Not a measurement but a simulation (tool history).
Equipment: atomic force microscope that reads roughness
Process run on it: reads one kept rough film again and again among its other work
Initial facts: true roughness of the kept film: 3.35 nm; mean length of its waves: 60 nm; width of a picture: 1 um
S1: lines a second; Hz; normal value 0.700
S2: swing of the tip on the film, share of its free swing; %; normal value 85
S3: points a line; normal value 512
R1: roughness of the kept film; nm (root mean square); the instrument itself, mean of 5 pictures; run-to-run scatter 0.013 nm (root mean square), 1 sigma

run 1 hour=0.0 | S1=0.700 S2=85 S3=512 | R1=2.990
-- hour=10.1 new tip fitted
run 2 hour=42.7 | S1=0.700 S2=85 S3=512 | R1=3.065
-- hour=94.0 new tip fitted
run 3 hour=96.3 | S1=0.700 S2=85 S3=512 | R1=3.176
run 4 hour=141.5 | S1=0.509 S2=85 S3=512 | R1=3.087
run 5 hour=172.3 | S1=0.509 S2=85 S3=362 | R1=2.986
-- hour=177.2 new tip fitted
run 6 hour=203.0 | S1=0.509 S2=85 S3=362 | R1=3.133
run 7 hour=248.1 | S1=0.700 S2=85 S3=300 | R1=2.996
-- hour=263.0 new tip fitted
run 8 hour=282.2 | S1=0.700 S2=85 S3=300 | R1=3.109
run 9 hour=321.2 | S1=0.700 S2=85 S3=300 | R1=3.006
-- hour=350.3 new tip fitted
run 10 hour=356.7 | S1=0.700 S2=85 S3=602 | R1=3.137
run 11 hour=386.8 | S1=0.700 S2=85 S3=602 | R1=3.043
-- hour=434.8 new tip fitted
run 12 hour=440.4 | S1=0.700 S2=85 S3=602 | R1=3.179
run 13 hour=485.6 | S1=0.700 S2=85 S3=602 | R1=3.037
run 14 hour=508.3 | S1=0.700 S2=85 S3=512 | R1=2.963
-- hour=519.0 new tip fitted
run 15 hour=547.0 | S1=0.700 S2=85 S3=512 | R1=3.092
run 16 hour=575.8 | S1=0.700 S2=85 S3=512 | R1=3.040
-- hour=604.1 new tip fitted
run 17 hour=610.6 | S1=0.700 S2=85 S3=512 | R1=3.160
run 18 hour=635.0 | S1=0.700 S2=85 S3=512 | R1=3.085
-- hour=639.1 height scale calibrated on a step standard
run 19 hour=673.3 | S1=0.700 S2=85 S3=512 | R1=3.018
-- hour=690.5 new tip fitted
run 20 hour=708.3 | S1=0.700 S2=85 S3=381 | R1=3.141
run 21 hour=758.8 | S1=0.700 S2=85 S3=381 | R1=3.011
-- hour=775.6 new tip fitted
run 22 hour=795.1 | S1=0.700 S2=85 S3=360 | R1=3.114
-- hour=820.8 height scale calibrated on a step standard, once more
run 23 hour=824.3 | S1=0.700 S2=90 S3=512 | R1=2.980
-- hour=861.5 new tip fitted
run 24 hour=867.9 | S1=0.700 S2=90 S3=512 | R1=3.059
run 25 hour=920.7 | S1=0.700 S2=90 S3=512 | R1=2.949
-- hour=945.3 new tip fitted
run 26 hour=968.7 | S1=0.700 S2=90 S3=512 | R1=3.036
run 27 hour=1018.5 | S1=1.300 S2=59 S3=360 | R1=3.023
-- hour=1030.1 new tip fitted
run 28 hour=1054.9 | S1=2.329 S2=85 S3=512 | R1=2.756
run 29 hour=1100.8 | S1=2.329 S2=85 S3=512 | R1=2.669
-- hour=1113.0 new tip fitted
run 30 hour=1130.9 | S1=0.679 S2=85 S3=512 | R1=3.095
run 31 hour=1155.9 | S1=0.679 S2=60 S3=739 | R1=3.160
run 32 hour=1193.9 | S1=0.700 S2=57 S3=512 | R1=3.065
-- hour=1196.7 new tip fitted
run 33 hour=1221.6 | S1=0.700 S2=57 S3=868 | R1=3.220
run 34 hour=1267.4 | S1=0.700 S2=57 S3=868 | R1=3.082
-- hour=1283.2 new tip fitted
run 35 hour=1293.8 | S1=0.580 S2=87 S3=512 | R1=3.120
run 36 hour=1324.5 | S1=0.580 S2=87 S3=512 | R1=3.059
-- hour=1368.4 new tip fitted
run 37 hour=1375.0 | S1=2.493 S2=64 S3=258 | R1=3.094
run 38 hour=1423.6 | S1=2.493 S2=64 S3=258 | R1=2.973
-- hour=1455.4 new tip fitted
run 39 hour=1463.2 | S1=3.961 S2=85 S3=509 | R1=2.562
run 40 hour=1488.2 | S1=3.655 S2=85 S3=324 | R1=2.543
run 41 hour=1513.8 | S1=2.140 S2=62 S3=290 | R1=3.014
-- hour=1540.4 new tip fitted
run 42 hour=1543.4 | S1=2.140 S2=62 S3=290 | R1=3.129
run 43 hour=1582.7 | S1=2.140 S2=89 S3=358 | R1=2.710
-- hour=1623.5 new tip fitted
run 44 hour=1635.6 | S1=2.140 S2=89 S3=358 | R1=2.764
run 45 hour=1672.9 | S1=0.700 S2=90 S3=389 | R1=2.994
-- hour=1707.4 new tip fitted
run 46 hour=1707.4 | S1=0.700 S2=90 S3=389 | R1=3.109
run 47 hour=1755.9 | S1=0.683 S2=63 S3=512 | R1=3.124
-- hour=1793.9 new tip fitted
run 48 hour=1799.8 | S1=0.683 S2=63 S3=512 | R1=3.213
run 49 hour=1825.7 | S1=2.049 S2=70 S3=512 | R1=3.009
run 50 hour=1851.3 | S1=2.049 S2=89 S3=346 | R1=2.694

Each run again, without the hidden state but with its own random variation kept:
The hidden state here: radius of the tip, nm; height scale over the true one, %; drift of the gauge itself on roughness_nm, %.
run=1 R1=3.136
run=2 R1=3.121
run=3 R1=3.159
run=4 R1=3.170
run=5 R1=3.138
run=6 R1=3.165
run=7 R1=3.136
run=8 R1=3.127
run=9 R1=3.117
run=10 R1=3.131
run=11 R1=3.123
run=12 R1=3.158
run=13 R1=3.136
run=14 R1=3.107
run=15 R1=3.119
run=16 R1=3.136
run=17 R1=3.144
run=18 R1=3.126
run=19 R1=3.139
run=20 R1=3.151
run=21 R1=3.136
run=22 R1=3.128
run=23 R1=3.098
run=24 R1=3.072
run=25 R1=3.080
run=26 R1=3.099
run=27 R1=3.209
run=28 R1=2.806
run=29 R1=2.820
run=30 R1=3.130
run=31 R1=3.255
run=32 R1=3.247
run=33 R1=3.283
run=34 R1=3.256
run=35 R1=3.142
run=36 R1=3.158
run=37 R1=3.108
run=38 R1=3.100
run=39 R1=2.578
run=40 R1=2.613
run=41 R1=3.154
run=42 R1=3.130
run=43 R1=2.796
run=44 R1=2.790
run=45 R1=3.111
run=46 R1=3.098
run=47 R1=3.241
run=48 R1=3.221
run=49 R1=3.086
run=50 R1=2.822
